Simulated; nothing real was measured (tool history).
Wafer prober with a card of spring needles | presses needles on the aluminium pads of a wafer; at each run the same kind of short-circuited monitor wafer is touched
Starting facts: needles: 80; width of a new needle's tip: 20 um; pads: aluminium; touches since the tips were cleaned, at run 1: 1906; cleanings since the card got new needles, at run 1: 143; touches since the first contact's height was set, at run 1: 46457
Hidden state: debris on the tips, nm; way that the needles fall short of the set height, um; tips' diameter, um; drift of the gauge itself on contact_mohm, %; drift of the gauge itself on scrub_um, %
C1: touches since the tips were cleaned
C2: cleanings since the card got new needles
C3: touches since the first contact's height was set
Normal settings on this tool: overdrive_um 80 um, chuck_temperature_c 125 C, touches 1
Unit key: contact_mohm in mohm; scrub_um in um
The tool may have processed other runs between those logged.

run 1 hour=0 | overdrive_um=80 chuck_temperature_c=125 touches=1 | C1=1906 C2=143 C3=46457 | contact_mohm=230 scrub_um=17.23
-- hour=6.1 tips cleaned on abrasive film
-- hour=14.4 tips cleaned on abrasive film
-- hour=22.6 tips cleaned on abrasive film
run 2 hour=23.3 | overdrive_um=80 chuck_temperature_c=125 touches=1 | C1=344 C2=146 C3=57419 | contact_mohm=192 scrub_um=17.17
-- hour=31.6 tips cleaned on abrasive film
-- hour=39.8 tips cleaned on abrasive film
-- hour=50 tips cleaned on abrasive film
run 3 hour=55.2 | overdrive_um=80 chuck_temperature_c=125 touches=1 | C1=2491 C2=149 C3=72441 | contact_mohm=238 scrub_um=17.11
-- hour=59.4 tips cleaned on abrasive film
-- hour=67.6 tips cleaned on abrasive film
-- hour=75.8 tips cleaned on abrasive film
-- hour=84.1 tips cleaned on abrasive film
run 4 hour=86.2 | overdrive_um=75 chuck_temperature_c=125 touches=1 | C1=1006 C2=153 C3=87006 | contact_mohm=216 scrub_um=16.01
-- hour=92.4 tips cleaned on abrasive film
-- hour=100.6 tips cleaned on abrasive film
run 5 hour=107.1 | overdrive_um=75 chuck_temperature_c=125 touches=1 | C1=3058 C2=155 C3=96845 | contact_mohm=261 scrub_um=15.94
-- hour=109.2 tips cleaned on abrasive film
-- hour=117.4 tips cleaned on abrasive film
-- hour=125.7 tips cleaned on abrasive film
run 6 hour=131.3 | overdrive_um=75 chuck_temperature_c=125 touches=1 | C1=2699 C2=158 C3=108261 | contact_mohm=255 scrub_um=15.92
-- hour=135.5 tips cleaned on abrasive film
-- hour=143.8 tips cleaned on abrasive film
-- hour=154 tips cleaned on abrasive film
run 7 hour=155.5 | overdrive_um=75 chuck_temperature_c=125 touches=1 | C1=741 C2=161 C3=119633 | contact_mohm=208 scrub_um=15.85
-- hour=163.8 tips cleaned on abrasive film
-- hour=174 tips cleaned on abrasive film
-- hour=184.3 tips cleaned on abrasive film
-- hour=192.6 tips cleaned on abrasive film
run 8 hour=192.6 | overdrive_um=75 chuck_temperature_c=125 touches=1 | C1=0 C2=165 C3=137069 | contact_mohm=185 scrub_um=15.72
-- hour=202.7 tips cleaned on abrasive film
-- hour=212.9 tips cleaned on abrasive film
-- hour=221.2 tips cleaned on abrasive film
-- hour=229.4 tips cleaned on abrasive film
run 9 hour=237.5 | overdrive_um=75 chuck_temperature_c=125 touches=1 | C1=3841 C2=169 C3=158265 | contact_mohm=271 scrub_um=15.73
-- hour=239.6 tips cleaned on abrasive film
-- hour=249.9 tips cleaned on abrasive film
-- hour=260.2 tips cleaned on abrasive film
-- hour=270.4 tips cleaned on abrasive film
-- hour=280.4 tips cleaned on abrasive film
run 10 hour=280.4 | overdrive_um=80 chuck_temperature_c=125 touches=2 | C1=0 C2=174 C3=178445 | contact_mohm=181 scrub_um=16.62
-- hour=284.7 height of the first contact set anew
-- hour=290.9 tips cleaned on abrasive film
-- hour=299.1 tips cleaned on abrasive film
-- hour=307.4 tips cleaned on abrasive film
run 11 hour=309.8 | overdrive_um=80 chuck_temperature_c=125 touches=2 | C1=1159 C2=177 C3=11813 | contact_mohm=203 scrub_um=17.38
-- hour=316 tips cleaned on abrasive film
-- hour=324.2 tips cleaned on abrasive film
-- hour=334.4 tips cleaned on abrasive film
run 12 hour=339 | overdrive_um=80 chuck_temperature_c=125 touches=2 | C1=2186 C2=180 C3=25583 | contact_mohm=220 scrub_um=17.34
-- hour=343.2 tips cleaned on abrasive film
-- hour=351.4 tips cleaned on abrasive film
-- hour=359.7 tips cleaned on abrasive film
-- hour=369.9 tips cleaned on abrasive film
run 13 hour=372 | overdrive_um=80 chuck_temperature_c=125 touches=2 | C1=977 C2=184 C3=41089 | contact_mohm=196 scrub_um=17.17
-- hour=378.2 tips cleaned on abrasive film
-- hour=386.4 tips cleaned on abrasive film
run 14 hour=391.6 | overdrive_um=80 chuck_temperature_c=125 touches=2 | C1=2447 C2=186 C3=50318 | contact_mohm=215 scrub_um=17.17
-- hour=395.8 tips cleaned on abrasive film
-- hour=404 tips cleaned on abrasive film
-- hour=414.3 tips cleaned on abrasive film
-- hour=424.4 tips cleaned on abrasive film
-- hour=432.7 tips cleaned on abrasive film
run 15 hour=435.5 | overdrive_um=80 chuck_temperature_c=38 touches=3 | C1=1327 C2=191 C3=70966 | contact_mohm=177 scrub_um=17.1
-- hour=441.7 tips cleaned on abrasive film
-- hour=449.9 tips cleaned on abrasive film
run 16 hour=457.5 | overdrive_um=66 chuck_temperature_c=79 touches=1 | C1=3596 C2=193 C3=81344 | contact_mohm=299 scrub_um=14.04
-- hour=459.6 tips cleaned on abrasive film
-- hour=469.7 tips cleaned on abrasive film
-- hour=478 tips cleaned on abrasive film
run 17 hour=481.1 | overdrive_um=66 chuck_temperature_c=72 touches=3 | C1=1504 C2=196 C3=92462 | contact_mohm=198 scrub_um=13.93
-- hour=487.3 tips cleaned on abrasive film
-- hour=497.5 tips cleaned on abrasive film
-- hour=505.8 tips cleaned on abrasive film
-- hour=516 tips cleaned on abrasive film
run 18 hour=520.7 | overdrive_um=71 chuck_temperature_c=72 touches=3 | C1=2265 C2=200 C3=111123 | contact_mohm=203 scrub_um=15.02
-- hour=524.8 tips cleaned on abrasive film
-- hour=533.1 tips cleaned on abrasive film
-- hour=541.3 tips cleaned on abrasive film
run 19 hour=546.1 | overdrive_um=98 chuck_temperature_c=70 touches=1 | C1=2284 C2=203 C3=123061 | contact_mohm=213 scrub_um=20.79
-- hour=550.3 tips cleaned on abrasive film
-- hour=560.4 tips cleaned on abrasive film
-- hour=570.7 tips cleaned on abrasive film
-- hour=578.9 tips cleaned on abrasive film
run 20 hour=582.9 | overdrive_um=98 chuck_temperature_c=70 touches=1 | C1=1912 C2=207 C3=140394 | contact_mohm=207 scrub_um=20.76
-- hour=589.1 tips cleaned on abrasive film
-- hour=597.4 tips cleaned on abrasive film
run 21 hour=604.5 | overdrive_um=98 chuck_temperature_c=70 touches=1 | C1=3405 C2=209 C3=150579 | contact_mohm=235 scrub_um=20.79
-- hour=606.7 tips cleaned on abrasive film
-- hour=614.9 tips cleaned on abrasive film
-- hour=623.1 tips cleaned on abrasive film
-- hour=631.4 tips cleaned on abrasive film
run 22 hour=636 | overdrive_um=80 chuck_temperature_c=45 touches=2 | C1=2224 C2=213 C3=165394 | contact_mohm=213 scrub_um=16.7
-- hour=640.2 tips cleaned on abrasive film
-- hour=650.4 tips cleaned on abrasive film
-- hour=658.6 tips cleaned on abrasive film
-- hour=666.8 tips cleaned on abrasive film
-- hour=667.1 height of the first contact set anew
run 23 hour=669.6 | overdrive_um=92 chuck_temperature_c=125 touches=2 | C1=1146 C2=217 C3=1146 | contact_mohm=198 scrub_um=20.06
-- hour=675.8 tips cleaned on abrasive film
-- hour=686 tips cleaned on abrasive film
-- hour=694.3 tips cleaned on abrasive film
-- hour=704.4 tips cleaned on abrasive film
run 24 hour=710.2 | overdrive_um=92 chuck_temperature_c=125 touches=2 | C1=2764 C2=221 C3=20305 | contact_mohm=212 scrub_um=19.94
-- hour=714.4 tips cleaned on abrasive film
-- hour=722.6 tips cleaned on abrasive film
-- hour=732.9 tips cleaned on abrasive film
run 25 hour=737.1 | overdrive_um=63 chuck_temperature_c=98 touches=2 | C1=2026 C2=224 C3=32973 | contact_mohm=246 scrub_um=13.61

Forecast each of these 4 alternatives for the next run:
-- hour=741.3 tips cleaned on abrasive film
-- hour=749.5 tips cleaned on abrasive film
-- hour=759.8 tips cleaned on abrasive film
-- hour=768 tips cleaned on abrasive film
-- hour=778.3 tips cleaned on abrasive film
-- hour=790.3 card fitted with new needles
run A hour=795.9 | overdrive_um=80 chuck_temperature_c=32 touches=2 | C1=2676 C2=0 C3=2676 | contact_mohm=? scrub_um=?
-- hour=741.3 tips cleaned on abrasive film
-- hour=749.5 tips cleaned on abrasive film
-- hour=759.8 tips cleaned on abrasive film
-- hour=768 tips cleaned on abrasive film
-- hour=778.3 tips cleaned on abrasive film
-- hour=790.3 card fitted with new needles
run B hour=795.9 | overdrive_um=60 chuck_temperature_c=45 touches=2 | C1=2676 C2=0 C3=2676 | contact_mohm=? scrub_um=?
-- hour=741.3 tips cleaned on abrasive film
-- hour=749.5 tips cleaned on abrasive film
-- hour=759.8 tips cleaned on abrasive film
-- hour=768 tips cleaned on abrasive film
-- hour=778.3 tips cleaned on abrasive film
-- hour=790.3 card fitted with new needles
run C hour=795.9 | overdrive_um=70 chuck_temperature_c=40 touches=2 | C1=2676 C2=0 C3=2676 | contact_mohm=? scrub_um=?
-- hour=741.3 tips cleaned on abrasive film
-- hour=749.5 tips cleaned on abrasive film
-- hour=759.8 tips cleaned on abrasive film
-- hour=768 tips cleaned on abrasive film
-- hour=778.3 tips cleaned on abrasive film
-- hour=790.3 card fitted with new needles
run D hour=795.9 | overdrive_um=87 chuck_temperature_c=25 touches=1 | C1=2676 C2=0 C3=2676 | contact_mohm=? scrub_um=?

run=A contact_mohm=186 scrub_um=17.39
run=B contact_mohm=221 scrub_um=13.06
run=C contact_mohm=200 scrub_um=15.21
run=D contact_mohm=203 scrub_um=18.95
What these runs would have given with no unlogged condition in the tool:
run=A contact_mohm=154 scrub_um=17.39
run=B contact_mohm=166 scrub_um=13.06
run=C contact_mohm=159 scrub_um=15.21
run=D contact_mohm=155 scrub_um=18.95

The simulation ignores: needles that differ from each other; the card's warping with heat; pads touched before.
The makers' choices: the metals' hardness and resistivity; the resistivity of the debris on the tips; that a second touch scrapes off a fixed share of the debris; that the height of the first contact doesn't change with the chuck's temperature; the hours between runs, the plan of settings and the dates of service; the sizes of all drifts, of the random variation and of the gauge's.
